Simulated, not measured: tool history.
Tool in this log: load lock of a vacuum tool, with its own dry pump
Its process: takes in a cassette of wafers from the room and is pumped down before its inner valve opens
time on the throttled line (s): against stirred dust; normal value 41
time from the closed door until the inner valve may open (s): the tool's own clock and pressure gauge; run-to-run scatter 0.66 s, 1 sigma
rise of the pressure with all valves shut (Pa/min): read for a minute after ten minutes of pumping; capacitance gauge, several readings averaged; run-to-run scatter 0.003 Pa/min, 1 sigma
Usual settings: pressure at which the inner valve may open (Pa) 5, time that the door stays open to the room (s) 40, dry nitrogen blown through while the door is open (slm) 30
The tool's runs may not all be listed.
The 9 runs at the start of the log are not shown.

run	hour	time on the throttled line (s)	pressure at which the inner valve may open (Pa)	time that the door stays open to the room (s)	dry nitrogen blown through while the door is open (slm)	hours that the pump has run since its overhaul	times that the door has closed on its seal	incoming humidity of the room's air, %	time from the closed door until the inner valve may open (s)	rise of the pressure with all valves shut (Pa/min)
10	896.7	41	5	40	30	16672	16360	42.0	127.0	0.031
11	966.1	41	5	40	30	16741	16571	45.9	127.9	0.037
12	1037.3	41	5	40	30	16813	16788	44.6	127.2	0.035
13	1119.1	41	5	40	30	16894	17036	45.4	128.0	0.035
14	1219.8	41	5	169	30	16995	17342	42.8	128.5	0.043
15	1339.7	41	5	169	30	17115	17707	46.0	127.2	0.054
16	1437.2	41	5	169	30	17212	18003	43.5	127.6	0.044
17	1538.5	41	5	169	30	17314	18311	44.2	129.0	0.048
18	1608.2	41	5	169	30	17383	18523	43.6	128.6	0.048
19	1690.4	41	5	40	28	17466	18773	43.3	130.1	0.038
20	1759.1	41	5	31	31	17534	18981	43.8	129.2	0.034
21	1852.4	48	5	52	31	17628	19265	44.6	134.2	0.038
22	1928.0	48	5	52	31	17703	19495	47.1	133.5	0.038
23	2016.4	26	5	52	13	17792	19763	44.9	119.1	0.056
24	2077.9	41	9	47	30	17853	19950	43.0	122.6	0.043
25	2192.7	41	9	47	30	17968	20299	44.0	122.5	0.041
26	2305.0	41	9	47	30	18080	20641	47.0	123.2	0.045
27	2375.2	41	5	133	5	18150	20854	43.8	130.0	0.080
28	2486.8	24	5	41	30	18262	21193	46.5	118.2	0.043
29	2554.4	36	7	59	11	18330	21399	46.2	123.5	0.059
30	2621.1	36	7	59	11	18396	21602	42.9	123.2	0.056

Run 31, settings as shown, results not yet in. Your forecast:
31	2742.9	72	8	52	6	18518	21972	43.8	?	?

Run 31 gave time from the closed door until the inner valve may open (s) 147.2, rise of the pressure with all valves shut (Pa/min) 0.060.
Take away the tool's hidden state, keep the run-to-run variation as it was, and the same run would have given time from the closed door until the inner valve may open (s) 134.4, rise of the pressure with all valves shut (Pa/min) 0.041.
